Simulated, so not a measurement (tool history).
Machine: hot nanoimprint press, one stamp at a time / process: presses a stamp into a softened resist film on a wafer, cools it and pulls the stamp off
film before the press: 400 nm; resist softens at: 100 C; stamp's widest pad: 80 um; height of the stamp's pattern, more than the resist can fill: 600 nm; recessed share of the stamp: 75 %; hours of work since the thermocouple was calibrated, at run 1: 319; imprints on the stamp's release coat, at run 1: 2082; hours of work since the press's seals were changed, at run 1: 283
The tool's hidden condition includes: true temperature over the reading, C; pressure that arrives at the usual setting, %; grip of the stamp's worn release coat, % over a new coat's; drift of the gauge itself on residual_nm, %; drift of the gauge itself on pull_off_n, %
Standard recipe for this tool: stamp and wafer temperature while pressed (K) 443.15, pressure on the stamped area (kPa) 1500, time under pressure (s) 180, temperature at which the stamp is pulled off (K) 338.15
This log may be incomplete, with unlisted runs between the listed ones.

run   hour  stamp and wafer temperature while pressed (K)  pressure on the stamped area (kPa)  time under pressure (s)  temperature at which the stamp is pulled off (K)  hours of work since the thermocouple was calibrated  imprints on the stamp's release coat  hours of work since the press's seals were changed  resist left under the stamp's widest pad (nm)  greatest force while the stamp is pulled off (N)
  1      0                                         443.15                                1500                      180                                            338.15                                                  319                                  2082                                                 283                                          214.2                                               333
  2   16.8                                         443.15                                1500                      180                                            338.15                                                  330                                  2147                                                 294                                          213.7                                               335
  3   31.7                                         443.15                                 980                      180                                            338.15                                                  340                                  2205                                                 304                                          251.2                                               326
  4   46.8                                         443.15                                1500                      157                                            338.15                                                  350                                  2263                                                 314                                          221.9                                               341
  5   62.3                                         443.15                                1500                      180                                            338.15                                                  361                                  2323                                                 325                                            211                                               355
  6   73.4                                         443.15                                1500                      180                                            335.15                                                  368                                  2366                                                 332                                          212.6                                               347
  7   89.3                                         443.15                                1500                      180                                            335.15                                                  379                                  2428                                                 343                                          212.3                                               365
     111.5  -- stamp cleaned and given a new release coat
  8  112.1                                         443.15                                1500                      180                                            335.15                                                  390                                     2                                                 354                                          211.8                                               200
  9    121                                         443.15                                1500                      180                                            335.15                                                  396                                    37                                                 360                                          210.1                                               197
 10  138.3                                         443.15                                1500                      180                                            335.15                                                  407                                   104                                                 371                                          210.6                                               216
 11  149.4                                         443.15                                1500                      180                                            335.15                                                  415                                   147                                                 379                                          210.8                                               213
 12  161.2                                         443.15                                1500                      180                                            335.15                                                  423                                   193                                                 387                                            211                                               217
 13    180                                         443.15                                1500                      180                                            335.15                                                  435                                   266                                                 399                                          209.9                                               211
 14  198.8                                         443.15                                1500                       95                                            338.15                                                  448                                   339                                                 412                                          254.3                                               219
     206.2  -- plate thermocouple calibrated
 15  220.8                                         443.15                                1500                       95                                            338.15                                                   10                                   412                                                 424                                          270.8                                               227
 16  237.4                                         436.15                                 990                      254                                            337.15                                                   21                                   477                                                 435                                          307.2                                               230
 17    249                                         436.15                                 990                      254                                            337.15                                                   29                                   522                                                 443                                          303.7                                               241
 18    258                                         453.15                                1500                      180                                            338.15                                                   35                                   557                                                 449                                          134.8                                               239
 19  268.1                                         443.15                                1500                      180                                            333.15                                                   41                                   596                                                 456                                          222.6                                               252
 20  284.4                                         443.15                                1540                      180                                            338.15                                                   52                                   659                                                 467                                          219.1                                               242
 21  293.3                                         441.15                                1750                      265                                            339.15                                                   58                                   694                                                 473                                            203                                               242
 22  308.8                                         451.15                                1750                      124                                            325.15                                                   68                                   754                                                 483                                          160.5                                               258
 23  320.8                                         448.15                                1900                      124                                            328.15                                                   76                                   800                                                 491                                            178                                               271
 24  337.9                                         448.15                                1900                      124                                            328.15                                                   88                                   867                                                 502                                          179.2                                               270
 25  353.6                                         448.15                                1140                      349                                            328.15                                                   98                                   927                                                 513                                          149.1                                               268
 26  366.6                                         433.15                                1500                      180                                            336.15                                                  107                                   978                                                 521                                          323.9                                               268

Hidden state or all else? Some run-to-run changes of resist left under the stamp's widest pad (nm), split into what the settings, what came in and random variation would give without the hidden state, and what is left for the hidden state (with any gauge scatter that isn't in both results):
Run 14 -> 15: plate thermocouple calibrated. resist left under the stamp's widest pad (nm) +16.5: hidden state +15.2, all else +1.3.
Run 15 -> 16: stamp and wafer temperature while pressed (K) 443.15 -> 436.15, pressure on the stamped area (kPa) 1500 -> 990, time under pressure (s) 95 -> 254, temperature at which the stamp is pulled off (K) 338.15 -> 337.15. resist left under the stamp's widest pad (nm) +36.4: hidden state -0.9, all else +37.3.
Run 17 -> 18: stamp and wafer temperature while pressed (K) 436.15 -> 453.15, pressure on the stamped area (kPa) 990 -> 1500, time under pressure (s) 254 -> 180, temperature at which the stamp is pulled off (K) 337.15 -> 338.15. resist left under the stamp's widest pad (nm) -168.9: hidden state +0.8, all else -169.7.
Run 25 -> 26: stamp and wafer temperature while pressed (K) 448.15 -> 433.15, pressure on the stamped area (kPa) 1140 -> 1500, time under pressure (s) 349 -> 180, temperature at which the stamp is pulled off (K) 328.15 -> 336.15. resist left under the stamp's widest pad (nm) +174.8: hidden state -0.5, all else +175.3.

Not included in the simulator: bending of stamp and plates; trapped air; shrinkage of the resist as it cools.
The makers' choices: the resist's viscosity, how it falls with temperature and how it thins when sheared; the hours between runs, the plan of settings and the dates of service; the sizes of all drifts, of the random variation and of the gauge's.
